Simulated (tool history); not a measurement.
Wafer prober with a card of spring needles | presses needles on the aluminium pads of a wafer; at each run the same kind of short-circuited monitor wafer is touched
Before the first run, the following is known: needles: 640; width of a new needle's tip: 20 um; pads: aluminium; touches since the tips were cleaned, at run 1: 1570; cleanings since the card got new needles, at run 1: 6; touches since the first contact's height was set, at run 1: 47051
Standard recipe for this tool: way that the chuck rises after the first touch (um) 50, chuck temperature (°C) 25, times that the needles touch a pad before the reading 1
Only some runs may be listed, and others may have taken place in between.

run	hour	way that the chuck rises after the first touch (um)	chuck temperature (°C)	times that the needles touch a pad before the reading	touches since the tips were cleaned	cleanings since the card got new needles	touches since the first contact's height was set	resistance of one needle with its contact and lead (mohm)	way that a needle slides on the pad (um)
1	0.0	50	25	1	1570	6	47051	289	9.16
2	5.7	63	25	1	2591	6	48072	286	11.57
3	15.9	50	25	1	4428	6	49909	332	9.22
4	26.6	50	25	1	6370	6	51851	344	9.16
# hour 29.6: tips cleaned on abrasive film
5	35.7	50	25	1	1104	7	53468	358	9.16
6	45.4	50	25	1	2855	7	55219	360	9.10
7	55.2	50	25	1	4608	7	56972	357	9.22
8	61.6	50	25	1	5764	7	58128	359	9.17
# hour 67.9: tips cleaned on abrasive film
9	73.0	50	25	1	912	8	60160	279	9.12
# hour 81.0: tips cleaned on abrasive film, once more
10	81.9	50	25	1	157	9	61748	261	9.13
11	90.2	52	122	1	1652	9	63243	312	9.51
12	102.1	52	122	1	3808	9	65399	337	9.44
13	109.4	49	100	1	5121	9	66712	348	8.97
# hour 118.9: tips cleaned on abrasive film
14	120.0	36	25	1	204	10	68605	283	6.43
15	125.8	50	25	2	1248	10	69649	270	9.08
16	131.4	50	25	2	2243	10	70644	283	9.16
17	139.9	50	25	2	3790	10	72191	293	9.13
18	150.2	48	27	2	5631	10	74032	312	8.74
# hour 157.4: tips cleaned on abrasive film
19	161.8	48	27	2	795	11	76111	262	8.79

Estimate the outcome of run 20 from the log above:
20	169.1	53	25	2	2114	11	77430	?	?

Run 20 gave resistance of one needle with its contact and lead (mohm) 277, way that a needle slides on the pad (um) 9.67.
Were there no unlogged condition in the tool, this run, its random variation unchanged, would have produced resistance of one needle with its contact and lead (mohm) 243, way that a needle slides on the pad (um) 9.84.

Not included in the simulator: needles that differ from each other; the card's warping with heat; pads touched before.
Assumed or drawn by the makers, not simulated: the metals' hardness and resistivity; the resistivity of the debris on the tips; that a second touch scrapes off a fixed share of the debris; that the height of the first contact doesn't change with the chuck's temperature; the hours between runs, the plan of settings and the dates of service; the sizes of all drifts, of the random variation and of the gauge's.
